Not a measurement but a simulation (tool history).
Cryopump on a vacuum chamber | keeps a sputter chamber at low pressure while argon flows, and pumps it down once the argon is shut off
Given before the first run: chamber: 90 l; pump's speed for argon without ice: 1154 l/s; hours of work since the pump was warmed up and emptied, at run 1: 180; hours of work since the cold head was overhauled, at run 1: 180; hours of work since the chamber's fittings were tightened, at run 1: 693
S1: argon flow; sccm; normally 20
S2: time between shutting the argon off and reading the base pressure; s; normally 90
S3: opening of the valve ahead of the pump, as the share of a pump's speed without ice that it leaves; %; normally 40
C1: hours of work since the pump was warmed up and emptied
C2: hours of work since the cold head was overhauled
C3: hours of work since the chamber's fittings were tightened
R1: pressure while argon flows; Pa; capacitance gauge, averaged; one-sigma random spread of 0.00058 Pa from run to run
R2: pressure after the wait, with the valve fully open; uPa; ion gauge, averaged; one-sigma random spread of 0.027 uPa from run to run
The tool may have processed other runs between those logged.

run	day	S1	S2	S3	C1	C2	C3	R1	R2
1	0	20	90	40	180	180	693	0.0755	2.14
2	0.454	20	90	40	185	185	697	0.0749	2.17
3	1.225	20	90	40	193	193	705	0.0749	2.12
4	1.783	17	90	40	198	198	711	0.0646	2.16
5	2.221	22	90	40	203	203	716	0.0821	2.25
6	2.558	22	90	40	206	206	719	0.0821	2.19
7	3.108	20	90	20	212	212	725	0.1486	2.21
8	3.458	38	90	40	216	216	728	0.1437	2.2

Run 9 comes next. What will it give?
9	3.846	20	29	40	220	220	732	?	?

R1: 0.0745 Pa
R2: 4.27 uPa
On a tool with no hidden condition, and with the same random variation, this run would have come out at R1 0.0725 Pa, R2 3.34 uPa.

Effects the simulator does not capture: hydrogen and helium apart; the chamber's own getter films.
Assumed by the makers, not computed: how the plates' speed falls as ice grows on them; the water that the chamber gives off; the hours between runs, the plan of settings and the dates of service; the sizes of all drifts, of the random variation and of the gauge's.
